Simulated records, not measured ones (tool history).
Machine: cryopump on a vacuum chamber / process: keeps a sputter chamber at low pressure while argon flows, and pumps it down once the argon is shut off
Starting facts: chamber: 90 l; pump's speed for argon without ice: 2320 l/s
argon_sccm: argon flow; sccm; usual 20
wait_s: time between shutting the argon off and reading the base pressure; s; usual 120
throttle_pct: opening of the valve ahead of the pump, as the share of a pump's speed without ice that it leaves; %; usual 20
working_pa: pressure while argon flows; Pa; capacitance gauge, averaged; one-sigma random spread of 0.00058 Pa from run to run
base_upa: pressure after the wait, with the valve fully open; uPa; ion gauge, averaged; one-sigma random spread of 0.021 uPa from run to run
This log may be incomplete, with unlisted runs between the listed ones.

{"run": 1, "day": 0.0, "argon_sccm": 20, "wait_s": 120, "throttle_pct": 20, "working_pa": 0.0763, "base_upa": 1.26}
{"run": 2, "day": 0.438, "argon_sccm": 20, "wait_s": 120, "throttle_pct": 20, "working_pa": 0.0765, "base_upa": 1.28}
{"run": 3, "day": 1.288, "argon_sccm": 20, "wait_s": 120, "throttle_pct": 20, "working_pa": 0.077, "base_upa": 1.31}
{"run": 4, "day": 2.071, "argon_sccm": 20, "wait_s": 120, "throttle_pct": 20, "working_pa": 0.0761, "base_upa": 1.31}
{"run": 5, "day": 3.033, "argon_sccm": 20, "wait_s": 120, "throttle_pct": 20, "working_pa": 0.0778, "base_upa": 1.34}
{"day": 4.008, "done": "leaking fittings of the chamber tightened, without venting"}
{"run": 6, "day": 4.008, "argon_sccm": 20, "wait_s": 120, "throttle_pct": 20, "working_pa": 0.0782, "base_upa": 0.51}
{"run": 7, "day": 4.604, "argon_sccm": 11, "wait_s": 120, "throttle_pct": 20, "working_pa": 0.0426, "base_upa": 0.52}
{"run": 8, "day": 5.158, "argon_sccm": 20, "wait_s": 120, "throttle_pct": 20, "working_pa": 0.0795, "base_upa": 0.55}
{"run": 9, "day": 6.088, "argon_sccm": 20, "wait_s": 120, "throttle_pct": 20, "working_pa": 0.0796, "base_upa": 0.52}
{"run": 10, "day": 6.988, "argon_sccm": 20, "wait_s": 120, "throttle_pct": 20, "working_pa": 0.0785, "base_upa": 0.52}
{"run": 11, "day": 7.85, "argon_sccm": 20, "wait_s": 59, "throttle_pct": 20, "working_pa": 0.0794, "base_upa": 0.89}
{"run": 12, "day": 8.571, "argon_sccm": 20, "wait_s": 59, "throttle_pct": 20, "working_pa": 0.0799, "base_upa": 0.86}
{"run": 13, "day": 9.096, "argon_sccm": 20, "wait_s": 59, "throttle_pct": 20, "working_pa": 0.0807, "base_upa": 0.88}
{"day": 9.375, "done": "pump warmed up, emptied and cooled again"}
{"run": 14, "day": 9.904, "argon_sccm": 20, "wait_s": 59, "throttle_pct": 20, "working_pa": 0.0735, "base_upa": 0.83}
{"run": 15, "day": 10.746, "argon_sccm": 20, "wait_s": 59, "throttle_pct": 20, "working_pa": 0.0727, "base_upa": 0.81}
{"run": 16, "day": 11.442, "argon_sccm": 20, "wait_s": 59, "throttle_pct": 20, "working_pa": 0.073, "base_upa": 0.81}
{"run": 17, "day": 11.938, "argon_sccm": 20, "wait_s": 59, "throttle_pct": 20, "working_pa": 0.0744, "base_upa": 0.84}
{"run": 18, "day": 12.571, "argon_sccm": 20, "wait_s": 167, "throttle_pct": 20, "working_pa": 0.0731, "base_upa": 0.41}
{"run": 19, "day": 12.988, "argon_sccm": 20, "wait_s": 167, "throttle_pct": 20, "working_pa": 0.073, "base_upa": 0.43}
{"run": 20, "day": 13.783, "argon_sccm": 20, "wait_s": 49, "throttle_pct": 26, "working_pa": 0.0578, "base_upa": 0.95}
{"run": 21, "day": 14.388, "argon_sccm": 20, "wait_s": 242, "throttle_pct": 20, "working_pa": 0.0731, "base_upa": 0.37}
{"run": 22, "day": 15.175, "argon_sccm": 26, "wait_s": 136, "throttle_pct": 25, "working_pa": 0.0778, "base_upa": 0.49}
{"run": 23, "day": 15.704, "argon_sccm": 26, "wait_s": 136, "throttle_pct": 25, "working_pa": 0.0777, "base_upa": 0.48}
{"run": 24, "day": 16.571, "argon_sccm": 20, "wait_s": 207, "throttle_pct": 20, "working_pa": 0.0748, "base_upa": 0.4}
{"run": 25, "day": 17.183, "argon_sccm": 9, "wait_s": 44, "throttle_pct": 24, "working_pa": 0.0284, "base_upa": 1.08}
{"run": 26, "day": 18.129, "argon_sccm": 9, "wait_s": 44, "throttle_pct": 24, "working_pa": 0.0291, "base_upa": 1.11}
{"run": 27, "day": 18.654, "argon_sccm": 9, "wait_s": 44, "throttle_pct": 24, "working_pa": 0.0286, "base_upa": 1.1}
{"run": 28, "day": 19.329, "argon_sccm": 9, "wait_s": 44, "throttle_pct": 24, "working_pa": 0.0287, "base_upa": 1.1}
{"run": 29, "day": 20.104, "argon_sccm": 9, "wait_s": 44, "throttle_pct": 24, "working_pa": 0.0285, "base_upa": 1.06}
{"run": 30, "day": 20.629, "argon_sccm": 20, "wait_s": 222, "throttle_pct": 20, "working_pa": 0.0758, "base_upa": 0.47}
{"run": 31, "day": 21.567, "argon_sccm": 20, "wait_s": 222, "throttle_pct": 22, "working_pa": 0.0702, "base_upa": 0.48}
{"run": 32, "day": 22.008, "argon_sccm": 20, "wait_s": 120, "throttle_pct": 28, "working_pa": 0.0555, "base_upa": 0.58}
{"run": 33, "day": 22.704, "argon_sccm": 20, "wait_s": 120, "throttle_pct": 28, "working_pa": 0.0561, "base_upa": 0.63}
{"run": 34, "day": 23.238, "argon_sccm": 20, "wait_s": 120, "throttle_pct": 28, "working_pa": 0.0567, "base_upa": 0.63}
{"run": 35, "day": 23.967, "argon_sccm": 20, "wait_s": 120, "throttle_pct": 28, "working_pa": 0.0568, "base_upa": 0.65}

Some steps in working_pa, run to run, broken into two amounts with sign: the step expected even without the hidden condition (settings, incoming material, random variation), and the rest, left for the hidden condition together with whatever gauge scatter is not in both the measured and the hidden-condition-free result:
Hidden state present: pump's speed, % of a pump's without ice; cold plate's temperature, K; leak into the chamber, uPa l/s; drift of the gauge itself on working_pa, %; drift of the gauge itself on base_upa, %.
Run 6 -> 7: argon_sccm 20 -> 11. working_pa -0.0356 Pa: hidden state -0.0022, all else -0.0334.
Run 7 -> 8: argon_sccm 11 -> 20. working_pa +0.0369 Pa: hidden state +0.0027, all else +0.0342.
Run 13 -> 14: pump warmed up, emptied and cooled again. working_pa -0.0072 Pa: hidden state -0.007, all else -0.0002.
Run 24 -> 25: argon_sccm 20 -> 9, wait_s 207 -> 44, throttle_pct 20 -> 24. working_pa -0.0464 Pa: hidden state -0.001, all else -0.0454.
Run 29 -> 30: argon_sccm 9 -> 20, wait_s 44 -> 222, throttle_pct 24 -> 20. working_pa +0.0473 Pa: hidden state +0.0018, all else +0.0455.

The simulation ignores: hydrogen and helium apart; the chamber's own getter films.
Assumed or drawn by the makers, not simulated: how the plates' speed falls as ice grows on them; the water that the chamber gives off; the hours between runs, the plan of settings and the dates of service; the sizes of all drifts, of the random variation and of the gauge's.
